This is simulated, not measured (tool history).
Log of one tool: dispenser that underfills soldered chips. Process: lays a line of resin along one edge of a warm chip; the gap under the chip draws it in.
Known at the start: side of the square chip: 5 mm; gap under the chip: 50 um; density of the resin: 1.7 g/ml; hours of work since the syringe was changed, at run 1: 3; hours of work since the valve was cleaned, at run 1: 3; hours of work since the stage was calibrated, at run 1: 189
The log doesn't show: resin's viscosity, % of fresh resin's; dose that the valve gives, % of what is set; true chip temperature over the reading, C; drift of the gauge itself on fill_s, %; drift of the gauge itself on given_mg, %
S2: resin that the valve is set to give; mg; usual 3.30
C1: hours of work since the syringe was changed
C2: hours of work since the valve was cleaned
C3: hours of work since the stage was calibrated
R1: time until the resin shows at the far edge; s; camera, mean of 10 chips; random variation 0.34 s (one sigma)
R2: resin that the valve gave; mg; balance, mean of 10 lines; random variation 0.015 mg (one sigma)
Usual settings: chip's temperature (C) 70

{"run": 1, "day": 0.0, "chip's temperature (C)": 70, "S2": 3.3, "C1": 3, "C2": 3, "C3": 189, "R1": 20.5, "R2": 3.29}
{"day": 0.317, "done": "new syringe of resin"}
{"run": 2, "day": 0.412, "chip's temperature (C)": 77, "S2": 3.3, "C1": 2, "C2": 11, "C3": 196, "R1": 14.1, "R2": 3.28}
{"run": 3, "day": 0.738, "chip's temperature (C)": 77, "S2": 3.3, "C1": 8, "C2": 17, "C3": 202, "R1": 19.4, "R2": 3.25}
{"day": 0.821, "done": "new syringe of resin"}
{"run": 4, "day": 0.954, "chip's temperature (C)": 77, "S2": 3.3, "C1": 2, "C2": 20, "C3": 206, "R1": 14.7, "R2": 3.23}
{"run": 5, "day": 1.183, "chip's temperature (C)": 77, "S2": 3.3, "C1": 7, "C2": 25, "C3": 210, "R1": 19.2, "R2": 3.21}
{"day": 1.312, "done": "new syringe of resin"}
{"run": 6, "day": 1.488, "chip's temperature (C)": 70, "S2": 3.3, "C1": 3, "C2": 30, "C3": 215, "R1": 20.9, "R2": 3.2}
{"day": 1.821, "done": "new syringe of resin"}
{"run": 7, "day": 1.912, "chip's temperature (C)": 70, "S2": 3.3, "C1": 2, "C2": 38, "C3": 223, "R1": 18.5, "R2": 3.21}
{"run": 8, "day": 2.283, "chip's temperature (C)": 70, "S2": 3.3, "C1": 9, "C2": 44, "C3": 230, "R1": 27.3, "R2": 3.19}
{"day": 2.317, "done": "new syringe of resin"}
{"run": 9, "day": 2.654, "chip's temperature (C)": 70, "S2": 3.3, "C1": 6, "C2": 51, "C3": 236, "R1": 24.1, "R2": 3.16}
{"day": 2.804, "done": "new syringe of resin"}
{"run": 10, "day": 2.862, "chip's temperature (C)": 70, "S2": 3.3, "C1": 1, "C2": 55, "C3": 240, "R1": 18.7, "R2": 3.15}
{"run": 11, "day": 3.271, "chip's temperature (C)": 70, "S2": 2.96, "C1": 9, "C2": 62, "C3": 248, "R1": 28.8, "R2": 2.79}
{"day": 3.3, "done": "new syringe of resin"}
{"run": 12, "day": 3.525, "chip's temperature (C)": 70, "S2": 2.96, "C1": 4, "C2": 67, "C3": 252, "R1": 21.9, "R2": 2.8}
{"day": 3.783, "done": "new syringe of resin"}
{"run": 13, "day": 3.85, "chip's temperature (C)": 65, "S2": 3.3, "C1": 1, "C2": 72, "C3": 258, "R1": 22.8, "R2": 3.1}
{"run": 14, "day": 4.05, "chip's temperature (C)": 70, "S2": 3.3, "C1": 5, "C2": 76, "C3": 261, "R1": 22.2, "R2": 3.13}
{"day": 4.279, "done": "new syringe of resin"}
{"run": 15, "day": 4.329, "chip's temperature (C)": 70, "S2": 3.3, "C1": 1, "C2": 81, "C3": 266, "R1": 17.5, "R2": 3.11}
{"run": 16, "day": 4.667, "chip's temperature (C)": 70, "S2": 3.3, "C1": 7, "C2": 87, "C3": 273, "R1": 25.3, "R2": 3.09}
{"day": 4.762, "done": "new syringe of resin"}
{"run": 17, "day": 4.875, "chip's temperature (C)": 70, "S2": 3.3, "C1": 2, "C2": 91, "C3": 276, "R1": 19.2, "R2": 3.04}
{"run": 18, "day": 5.212, "chip's temperature (C)": 64, "S2": 3.2, "C1": 8, "C2": 97, "C3": 282, "R1": 35.7, "R2": 2.96}
{"day": 5.267, "done": "new syringe of resin"}
{"day": 5.417, "done": "dispensing valve cleaned and set on the balance"}
{"run": 19, "day": 5.446, "chip's temperature (C)": 64, "S2": 3.2, "C1": 3, "C2": 1, "C3": 286, "R1": 24.9, "R2": 3.2}
{"run": 20, "day": 5.679, "chip's temperature (C)": 75, "S2": 3.58, "C1": 7, "C2": 5, "C3": 290, "R1": 20.1, "R2": 3.55}
{"day": 5.821, "done": "new syringe of resin"}
{"run": 21, "day": 6.129, "chip's temperature (C)": 75, "S2": 3.58, "C1": 6, "C2": 13, "C3": 298, "R1": 19.0, "R2": 3.54}
{"day": 6.304, "done": "new syringe of resin"}
{"run": 22, "day": 6.429, "chip's temperature (C)": 81, "S2": 3.69, "C1": 2, "C2": 18, "C3": 303, "R1": 12.1, "R2": 3.65}
{"day": 6.792, "done": "new syringe of resin"}
{"run": 23, "day": 6.792, "chip's temperature (C)": 84, "S2": 3.93, "C1": 0, "C2": 25, "C3": 310, "R1": 9.4, "R2": 3.87}
{"run": 24, "day": 7.025, "chip's temperature (C)": 84, "S2": 3.93, "C1": 4, "C2": 29, "C3": 314, "R1": 12.1, "R2": 3.84}
{"day": 7.271, "done": "new syringe of resin"}
{"run": 25, "day": 7.333, "chip's temperature (C)": 67, "S2": 3.58, "C1": 1, "C2": 34, "C3": 319, "R1": 20.8, "R2": 3.51}
{"run": 26, "day": 7.617, "chip's temperature (C)": 67, "S2": 3.31, "C1": 6, "C2": 40, "C3": 325, "R1": 26.9, "R2": 3.19}
{"day": 7.758, "done": "new syringe of resin"}
{"run": 27, "day": 7.983, "chip's temperature (C)": 75, "S2": 2.92, "C1": 4, "C2": 46, "C3": 331, "R1": 17.9, "R2": 2.83}
{"day": 8.267, "done": "new syringe of resin"}
{"run": 28, "day": 8.292, "chip's temperature (C)": 75, "S2": 2.92, "C1": 0, "C2": 52, "C3": 337, "R1": 15.1, "R2": 2.8}
{"run": 29, "day": 8.662, "chip's temperature (C)": 75, "S2": 2.92, "C1": 7, "C2": 58, "C3": 344, "R1": 21.7, "R2": 2.75}
{"day": 8.767, "done": "new syringe of resin"}
{"run": 30, "day": 9.079, "chip's temperature (C)": 78, "S2": 3.48, "C1": 6, "C2": 66, "C3": 351, "R1": 16.2, "R2": 3.33}
{"day": 9.267, "done": "new syringe of resin"}
{"run": 31, "day": 9.333, "chip's temperature (C)": 78, "S2": 3.48, "C1": 1, "C2": 70, "C3": 355, "R1": 13.4, "R2": 3.28}
{"run": 32, "day": 9.692, "chip's temperature (C)": 78, "S2": 3.48, "C1": 8, "C2": 77, "C3": 362, "R1": 19.2, "R2": 3.28}
{"day": 9.754, "done": "new syringe of resin"}
{"run": 33, "day": 10.088, "chip's temperature (C)": 68, "S2": 3.35, "C1": 6, "C2": 84, "C3": 369, "R1": 26.2, "R2": 3.12}
{"day": 10.25, "done": "new syringe of resin"}
{"run": 34, "day": 10.5, "chip's temperature (C)": 69, "S2": 3.25, "C1": 5, "C2": 91, "C3": 376, "R1": 24.1, "R2": 3.05}

Hidden state at the last listed run before each entry between runs and at the first one after, where it differs:
Between runs 1 and 2: new syringe of resin (day 0.317)
  resin's viscosity, % of fresh resin's: 120.1 -> 110.9; dose that the valve gives, % of what is set: 99.76 -> 99.21; true chip temperature over the reading, C: -0.79 -> -0.82
  measured less the result without the state, R1: +3.9 -> +1.8 s; R2: -0.01 -> -0.02 mg
Between runs 3 and 4: new syringe of resin (day 0.821)
  resin's viscosity, % of fresh resin's: 154.2 -> 115.1; dose that the valve gives, % of what is set: 98.75 -> 98.47; true chip temperature over the reading, C: -0.85 -> -0.86
  measured less the result without the state, R1: +7.4 -> +2.4 s; R2: -0.04 -> -0.05 mg
Between runs 5 and 6: new syringe of resin (day 1.312)
  resin's viscosity, % of fresh resin's: 145.2 -> 120.3; dose that the valve gives, % of what is set: 98.1 -> 97.65; true chip temperature over the reading, C: -0.88 -> -0.9
  measured less the result without the state, R1: +6.3 -> +4.2 s; R2: -0.06 -> -0.08 mg
Between runs 6 and 7: new syringe of resin (day 1.821)
  resin's viscosity, % of fresh resin's: 120.3 -> 109.2; dose that the valve gives, % of what is set: 97.65 -> 97.09; true chip temperature over the reading, C: -0.9 -> -0.93
  measured less the result without the state, R1: +4.2 -> +2.2 s; R2: -0.08 -> -0.10 mg
Between runs 8 and 9: new syringe of resin (day 2.317)
  resin's viscosity, % of fresh resin's: 158.4 -> 140.4; dose that the valve gives, % of what is set: 96.57 -> 96.07; true chip temperature over the reading, C: -0.96 -> -0.98
  measured less the result without the state, R1: +10.8 -> +7.6 s; R2: -0.11 -> -0.13 mg
Between runs 9 and 10: new syringe of resin (day 2.804)
  resin's viscosity, % of fresh resin's: 140.4 -> 107.7; dose that the valve gives, % of what is set: 96.07 -> 95.8; true chip temperature over the reading, C: -0.98 -> -1
  measured less the result without the state, R1: +7.6 -> +2.1 s; R2: -0.13 -> -0.14 mg
Between runs 11 and 12: new syringe of resin (day 3.300)
  resin's viscosity, % of fresh resin's: 162.3 -> 123.6; dose that the valve gives, % of what is set: 95.23 -> 94.9; true chip temperature over the reading, C: -1.03 -> -1.05
  measured less the result without the state, R1: +12.0 -> +5.1 s; R2: -0.14 -> -0.15 mg
Between runs 12 and 13: new syringe of resin (day 3.783)
  resin's viscosity, % of fresh resin's: 123.6 -> 106.9; dose that the valve gives, % of what is set: 94.9 -> 94.44; true chip temperature over the reading, C: -1.05 -> -1.07
  measured less the result without the state, R1: +5.1 -> +2.6 s; R2: -0.15 -> -0.18 mg
Between runs 14 and 15: new syringe of resin (day 4.279)
  resin's viscosity, % of fresh resin's: 130.9 -> 104.2; dose that the valve gives, % of what is set: 94.15 -> 93.78; true chip temperature over the reading, C: -1.08 -> -1.1
  measured less the result without the state, R1: +6.1 -> +1.7 s; R2: -0.19 -> -0.21 mg
Between runs 16 and 17: new syringe of resin (day 4.762)
  resin's viscosity, % of fresh resin's: 146.2 -> 112.9; dose that the valve gives, % of what is set: 93.31 -> 93.02; true chip temperature over the reading, C: -1.13 -> -1.14
  measured less the result without the state, R1: +8.8 -> +3.2 s; R2: -0.22 -> -0.23 mg
Between runs 18 and 19: new syringe of resin (day 5.267); dispensing valve cleaned and set on the balance (day 5.417)
  resin's viscosity, % of fresh resin's: 158.4 -> 112.8; dose that the valve gives, % of what is set: 92.54 -> 100.2; true chip temperature over the reading, C: -1.17 -> -1.18
  measured less the result without the state, R1: +14.6 -> +3.8 s; R2: -0.23 -> +0.00 mg
Between runs 20 and 21: new syringe of resin (day 5.821)
  resin's viscosity, % of fresh resin's: 142.7 -> 137.6; dose that the valve gives, % of what is set: 99.87 -> 99.28; true chip temperature over the reading, C: -1.19 -> -1.23
  measured less the result without the state, R1: +6.5 -> +5.9 s; R2: +0.00 -> -0.03 mg
Between runs 21 and 22: new syringe of resin (day 6.304)
  resin's viscosity, % of fresh resin's: 137.6 -> 113.9; dose that the valve gives, % of what is set: 99.28 -> 98.87; true chip temperature over the reading, C: -1.23 -> -1.25
  measured less the result without the state, R1: +5.9 -> +2.1 s; R2: -0.03 -> -0.04 mg
Between runs 22 and 23: new syringe of resin (day 6.792)
  resin's viscosity, % of fresh resin's: 113.9 -> 100.3; dose that the valve gives, % of what is set: 98.87 -> 98.35; true chip temperature over the reading, C: -1.25 -> -1.27
  measured less the result without the state, R1: +2.1 -> +0.5 s; R2: -0.04 -> -0.06 mg
Between runs 24 and 25: new syringe of resin (day 7.271)
  resin's viscosity, % of fresh resin's: 127.3 -> 106.2; dose that the valve gives, % of what is set: 98 -> 97.56; true chip temperature over the reading, C: -1.29 -> -1.31
  measured less the result without the state, R1: +3.2 -> +2.4 s; R2: -0.08 -> -0.09 mg
Between runs 26 and 27: new syringe of resin (day 7.758)
  resin's viscosity, % of fresh resin's: 141.6 -> 123.7; dose that the valve gives, % of what is set: 97.14 -> 96.64; true chip temperature over the reading, C: -1.33 -> -1.36
  measured less the result without the state, R1: +9.2 -> +4.3 s; R2: -0.10 -> -0.10 mg
Between runs 27 and 28: new syringe of resin (day 8.267)
  resin's viscosity, % of fresh resin's: 123.7 -> 103.1; dose that the valve gives, % of what is set: 96.64 -> 96.2; true chip temperature over the reading, C: -1.36 -> -1.38
  measured less the result without the state, R1: +4.3 -> +1.3 s; R2: -0.10 -> -0.11 mg
Between runs 29 and 30: new syringe of resin (day 8.767)
  resin's viscosity, % of fresh resin's: 150.2 -> 135.9; dose that the valve gives, % of what is set: 95.65 -> 95.09; true chip temperature over the reading, C: -1.41 -> -1.44
  measured less the result without the state, R1: +8.3 -> +5.2 s; R2: -0.13 -> -0.17 mg
Between runs 30 and 31: new syringe of resin (day 9.267)
  resin's viscosity, % of fresh resin's: 135.9 -> 105; dose that the valve gives, % of what is set: 95.09 -> 94.75; true chip temperature over the reading, C: -1.44 -> -1.45
  measured less the result without the state, R1: +5.2 -> +1.4 s; R2: -0.17 -> -0.18 mg
Between runs 32 and 33: new syringe of resin (day 9.754)
  resin's viscosity, % of fresh resin's: 150.5 -> 137.3; dose that the valve gives, % of what is set: 94.25 -> 93.72; true chip temperature over the reading, C: -1.48 -> -1.5
  measured less the result without the state, R1: +7.1 -> +8.5 s; R2: -0.20 -> -0.21 mg
Between runs 33 and 34: new syringe of resin (day 10.250)
  resin's viscosity, % of fresh resin's: 137.3 -> 129.5; dose that the valve gives, % of what is set: 93.72 -> 93.14; true chip temperature over the reading, C: -1.5 -> -1.53
  measured less the result without the state, R1: +8.5 -> +6.8 s; R2: -0.21 -> -0.22 mg
